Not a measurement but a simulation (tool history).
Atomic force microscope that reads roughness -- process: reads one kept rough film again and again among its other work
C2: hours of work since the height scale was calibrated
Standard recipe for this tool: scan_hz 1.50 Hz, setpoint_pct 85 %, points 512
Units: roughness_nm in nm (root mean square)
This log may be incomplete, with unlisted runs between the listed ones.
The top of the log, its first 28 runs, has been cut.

run 29 hour=459.8 | scan_hz=0.68 setpoint_pct=58 points=512 | pictures_with_this_tip=156 C2=70 | roughness_nm=0.968
run 30 hour=481.1 | scan_hz=2.97 setpoint_pct=88 points=299 | pictures_with_this_tip=181 C2=80 | roughness_nm=0.677
run 31 hour=492.1 | scan_hz=0.93 setpoint_pct=56 points=376 | pictures_with_this_tip=194 C2=86 | roughness_nm=0.960
run 32 hour=504.3 | scan_hz=0.93 setpoint_pct=56 points=376 | pictures_with_this_tip=209 C2=92 | roughness_nm=0.957
run 33 hour=522.1 | scan_hz=3.96 setpoint_pct=86 points=741 | pictures_with_this_tip=230 C2=100 | roughness_nm=0.630
run 34 hour=533.7 | scan_hz=1.50 setpoint_pct=85 points=619 | pictures_with_this_tip=243 C2=106 | roughness_nm=0.818
run 35 hour=554.9 | scan_hz=3.27 setpoint_pct=79 points=499 | pictures_with_this_tip=269 C2=116 | roughness_nm=0.737
-- hour=564.0 new tip fitted
run 36 hour=577.7 | scan_hz=3.27 setpoint_pct=79 points=499 | pictures_with_this_tip=16 C2=127 | roughness_nm=0.749
run 37 hour=600.2 | scan_hz=1.94 setpoint_pct=74 points=265 | pictures_with_this_tip=42 C2=138 | roughness_nm=0.862
run 38 hour=621.4 | scan_hz=1.94 setpoint_pct=74 points=265 | pictures_with_this_tip=67 C2=148 | roughness_nm=0.859
run 39 hour=640.0 | scan_hz=1.50 setpoint_pct=67 points=899 | pictures_with_this_tip=89 C2=157 | roughness_nm=0.916
run 40 hour=658.2 | scan_hz=0.64 setpoint_pct=58 points=282 | pictures_with_this_tip=111 C2=166 | roughness_nm=0.966
run 41 hour=682.2 | scan_hz=0.64 setpoint_pct=58 points=282 | pictures_with_this_tip=139 C2=177 | roughness_nm=0.965
run 42 hour=705.6 | scan_hz=0.67 setpoint_pct=58 points=533 | pictures_with_this_tip=167 C2=188 | roughness_nm=0.966
run 43 hour=718.9 | scan_hz=0.67 setpoint_pct=58 points=322 | pictures_with_this_tip=183 C2=195 | roughness_nm=0.960
run 44 hour=729.5 | scan_hz=2.79 setpoint_pct=81 points=478 | pictures_with_this_tip=195 C2=200 | roughness_nm=0.750

Forecast each of these 3 alternatives for the next run:
run A hour=750.0 | scan_hz=2.33 setpoint_pct=85 points=347 | pictures_with_this_tip=219 C2=210 | roughness_nm=?
run B hour=750.0 | scan_hz=2.79 setpoint_pct=63 points=478 | pictures_with_this_tip=219 C2=210 | roughness_nm=?
run C hour=750.0 | scan_hz=0.65 setpoint_pct=69 points=759 | pictures_with_this_tip=219 C2=210 | roughness_nm=?

run=A roughness_nm=0.746
run=B roughness_nm=0.878
run=C roughness_nm=0.941
Without the tool's unlogged condition, the same runs would have read:
run=A roughness_nm=0.765
run=B roughness_nm=0.900
run=C roughness_nm=0.965
